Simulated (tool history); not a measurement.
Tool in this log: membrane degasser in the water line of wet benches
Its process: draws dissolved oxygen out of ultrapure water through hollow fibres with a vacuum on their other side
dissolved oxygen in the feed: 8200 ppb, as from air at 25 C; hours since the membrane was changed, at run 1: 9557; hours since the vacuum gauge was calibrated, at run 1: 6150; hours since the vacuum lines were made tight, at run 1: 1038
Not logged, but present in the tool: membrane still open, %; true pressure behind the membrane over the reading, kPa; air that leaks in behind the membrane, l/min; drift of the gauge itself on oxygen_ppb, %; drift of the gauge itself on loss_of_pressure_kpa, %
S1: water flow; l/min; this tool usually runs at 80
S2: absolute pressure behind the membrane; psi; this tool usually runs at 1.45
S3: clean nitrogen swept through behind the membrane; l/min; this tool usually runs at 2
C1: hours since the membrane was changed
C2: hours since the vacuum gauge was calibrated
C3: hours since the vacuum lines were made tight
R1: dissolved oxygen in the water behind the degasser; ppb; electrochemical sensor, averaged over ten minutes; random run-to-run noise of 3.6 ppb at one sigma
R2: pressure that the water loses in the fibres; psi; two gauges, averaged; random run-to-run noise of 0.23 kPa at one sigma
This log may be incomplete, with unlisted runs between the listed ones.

run    hour   S1    S2    S3     C1    C2    C3      R1      R2
  1       0   80  1.45     2   9557  6150  1038   541.1   8.119
  2   251.6   80  1.23     2   9809  6402  1290   431.4   8.148
  3   534.7   80  1.45     2  10092  6685  1573   538.7   8.103
  4   694.2   80  1.45     2  10251  6845  1733     536    8.14
  5   902.8   80  1.45     2  10460  7053  1941   547.2   8.109
  6  1057.4   80  1.07     2  10614  7208  2096   349.6   8.058
  7  1292.5   80  1.07     2  10849  7443  2331   350.3   8.115
  8  1460.7   80  1.45     2  11018  7611  2499   543.5   8.055
  9  1755.2   80  1.45     2  11312  7905  2794   531.2    8.05
 10    2029   80  1.45     2  11586  8179  3067   543.6   8.039
 11  2183.7   49  1.45     2  11741  8334  3222   355.7   4.933
     2401.7  -- vacuum gauge calibrated
 12  2420.5   49  1.45     2  11977    19  3458   354.3   4.947
 13  2714.8   49  1.45     2  12271   313  3753   356.3   4.894
 14  2835.2   49  1.45     2  12392   434  3873   357.5   4.882
 15  3080.5   49  1.45     2  12637   679  4118   355.1   4.878
 16  3278.4   80  1.45  2.14  12835   877  4316   510.4   7.977
 17    3494  113  1.45  2.83  13051  1092  4532   558.5  11.268
 18  3654.9   80  1.16   1.7  13211  1253  4693   444.9   7.963
 19    3802   67  2.42     2  13358  1400  4840   874.7   6.689
 20  4093.8   80  2.16     2  13650  1692  5132     868   7.968
 21  4386.6   80  2.16     2  13943  1985  5424   876.3   7.929
 22  4595.7  116     1  4.25  14152  2194  5634   265.6  11.481
 23  4811.1  116  1.06  4.69  14368  2409  5849   274.7  11.467
       4837  -- gauge calibrated
 24  5008.6  116  1.06  4.69  14565  2607  6046   271.6  11.805
 25  5158.7   51  1.02  3.55  14715  2757  6197   133.5   5.171
 26  5423.9  111  2.77  1.56  14980  3022  6462  1694.2  11.246
 27  5611.9   88  1.71  4.75  15168  3210  6650   374.5   8.921
 28  5747.1   88  1.71  4.75  15304  3345  6785   371.5   8.904
 29  6012.3   88  1.71  4.75  15569  3611  7050   375.8   8.878
 30  6271.1   73  1.71  4.75  15828  3869  7309   308.4   7.327
 31  6529.6   60  3.05     2  16086  4128  7568  1020.1   6.026

Measured result minus the same run's result without the hidden state. Both carry the same run-to-run variation, though not necessarily the same gauge scatter:
run      R2
  1  +0.009
  2  -0.003
  3  -0.017
  4  -0.023
  5  -0.033
  6  -0.042
  7  -0.054
  8  -0.061
  9  -0.075
 10  -0.087
 11  -0.058
 12  -0.065
 13  -0.074
 14  -0.077
 15  -0.084
 16  -0.146
 17  -0.222
 18  -0.164
 19  -0.145
 20  -0.186
 21  -0.199
 22  -0.303
 23  -0.319
 24  +0.007
 25  -0.001
 26   -0.02
 27  -0.026
 28  -0.033
 29  -0.046
 30  -0.049
 31  -0.051
R1: within 0.6 ppb of the measured result in every run.

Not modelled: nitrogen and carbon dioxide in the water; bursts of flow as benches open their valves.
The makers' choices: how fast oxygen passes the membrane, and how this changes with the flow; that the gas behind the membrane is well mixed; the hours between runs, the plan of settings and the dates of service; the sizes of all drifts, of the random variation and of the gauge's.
